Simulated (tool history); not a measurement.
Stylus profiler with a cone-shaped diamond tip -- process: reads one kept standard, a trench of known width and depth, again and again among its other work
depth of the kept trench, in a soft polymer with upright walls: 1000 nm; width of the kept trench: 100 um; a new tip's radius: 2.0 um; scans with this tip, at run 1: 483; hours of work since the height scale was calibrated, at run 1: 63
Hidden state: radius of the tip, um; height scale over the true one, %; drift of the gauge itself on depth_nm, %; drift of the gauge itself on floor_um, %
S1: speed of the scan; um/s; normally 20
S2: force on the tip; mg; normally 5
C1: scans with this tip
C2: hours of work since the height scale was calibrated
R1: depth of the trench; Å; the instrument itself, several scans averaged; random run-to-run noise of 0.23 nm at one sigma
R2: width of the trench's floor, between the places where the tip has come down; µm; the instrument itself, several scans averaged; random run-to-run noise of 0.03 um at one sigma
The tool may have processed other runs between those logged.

{"run": 1, "hour": 0.0, "S1": 20, "S2": 5, "C1": 483, "C2": 63, "R1": 10215.7, "R2": 96.16}
{"run": 2, "hour": 37.4, "S1": 20, "S2": 2.5, "C1": 648, "C2": 85, "R1": 10132.4, "R2": 96.08}
{"run": 3, "hour": 53.2, "S1": 20, "S2": 2.5, "C1": 717, "C2": 94, "R1": 10130.8, "R2": 96.06}
{"run": 4, "hour": 70.4, "S1": 20, "S2": 2.5, "C1": 793, "C2": 104, "R1": 10128.6, "R2": 96.06}
{"run": 5, "hour": 94.0, "S1": 20, "S2": 2.25, "C1": 897, "C2": 117, "R1": 10120.6, "R2": 96.02}
{"run": 6, "hour": 128.0, "S1": 6, "S2": 5, "C1": 1047, "C2": 137, "R1": 10208.1, "R2": 96.03}
{"run": 7, "hour": 155.0, "S1": 6, "S2": 8.06, "C1": 1166, "C2": 152, "R1": 10287.7, "R2": 96.05}
{"run": 8, "hour": 177.8, "S1": 20, "S2": 6.05, "C1": 1266, "C2": 165, "R1": 10234, "R2": 95.87}
{"run": 9, "hour": 207.5, "S1": 6, "S2": 5, "C1": 1397, "C2": 182, "R1": 10213.6, "R2": 95.88}
{"run": 10, "hour": 228.6, "S1": 11, "S2": 13.37, "C1": 1490, "C2": 195, "R1": 10407.6, "R2": 95.9}
{"run": 11, "hour": 250.2, "S1": 11, "S2": 13.37, "C1": 1585, "C2": 207, "R1": 10405, "R2": 95.83}
{"run": 12, "hour": 275.7, "S1": 37, "S2": 7.89, "C1": 1697, "C2": 222, "R1": 10277.3, "R2": 95.75}
{"run": 13, "hour": 302.0, "S1": 37, "S2": 7.89, "C1": 1813, "C2": 237, "R1": 10280.6, "R2": 95.7}
{"hour": 304.1, "done": "height scale calibrated on a step standard"}
{"run": 14, "hour": 327.7, "S1": 37, "S2": 7.89, "C1": 1924, "C2": 14, "R1": 10275.2, "R2": 95.61}
{"run": 15, "hour": 349.8, "S1": 27, "S2": 8.42, "C1": 2021, "C2": 26, "R1": 10286.6, "R2": 95.67}
{"run": 16, "hour": 367.1, "S1": 74, "S2": 5, "C1": 2097, "C2": 36, "R1": 10193.8, "R2": 95.37}
{"hour": 370.5, "done": "height scale calibrated on a step standard, once more"}
{"run": 17, "hour": 404.3, "S1": 22, "S2": 1.68, "C1": 2259, "C2": 19, "R1": 10106, "R2": 95.47}
{"run": 18, "hour": 426.7, "S1": 52, "S2": 1.9, "C1": 2357, "C2": 32, "R1": 10112.9, "R2": 95.29}

How would selected steps in R1 from run to run divide? Give the signed amount a tool lacking its hidden state would still show from settings, what came in and random variation, and the signed amount left for the hidden state, including any gauge scatter that is not in both of the compared results.
Run 9 -> 10: S1 6 -> 11, S2 5 -> 13.37. R1 +194 Å: hidden state -0.6, all else +194.6.
Run 16 -> 17: S1 74 -> 22, S2 5 -> 1.68, height scale calibrated on a step standard, once more. R1 -87.8 Å: hidden state +20.7, all else -108.5.
